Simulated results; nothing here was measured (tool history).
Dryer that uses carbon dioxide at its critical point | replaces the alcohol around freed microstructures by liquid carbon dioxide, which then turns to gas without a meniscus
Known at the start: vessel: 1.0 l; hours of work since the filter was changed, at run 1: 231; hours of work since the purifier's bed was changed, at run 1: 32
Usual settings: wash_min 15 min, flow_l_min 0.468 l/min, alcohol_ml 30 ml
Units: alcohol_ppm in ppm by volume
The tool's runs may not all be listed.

run,day,wash_min,flow_l_min,alcohol_ml,hours of work since the filter was changed,hours of work since the purifier's bed was changed,alcohol_ppm
1,0,15,0.468,30,231,32,317
2,0.5,15,0.468,30,237,38,313
3,0.854,14,0.468,30,241,42,427
4,1.333,15,0.468,30,246,48,325
5,1.629,15,0.468,30,250,51,348
6,2.112,15,0.468,30,255,56,336
7,2.325,15,0.468,30,257,59,341
8,2.617,15,0.468,30,261,62,331
9,2.825,15,0.585,30,263,64,122
10,3.262,22,0.585,30,268,69,29
11,3.483,15,0.468,30,270,72,351
12,3.7,15,0.468,30,273,74,349
13,3.925,15,0.468,30,275,77,344
14,4.346,15,0.304,40,280,82,2024
15,4.738,11,0.304,75,285,86,8336
16,5.096,20,0.767,39,289,90,27
17,5.438,14,0.519,30,293,94,326
18,5.692,16,0.513,29,295,97,192
19,6.138,14,0.513,94,300,102,1046
20,6.446,14,0.513,94,304,105,1029
21,6.708,18,0.509,32,307,108,137
# day 6.817: inlet filter changed
22,7,18,0.509,32,2,111,62
23,7.458,20,0.468,35,7,116,64
24,7.929,20,0.468,35,13,122,63

Forecast each of these 4 alternatives for the next run:
A,8.317,19,0.364,29,17,126,?
B,8.317,19,0.302,35,17,126,?
C,8.317,15,0.468,46,17,126,?
D,8.317,17,0.784,30,17,126,?

run,alcohol_ppm
A,189
B,464
C,282
D,39
Without the tool's hidden state the same runs would have given:
run,alcohol_ppm
A,154
B,419
C,242
D,11
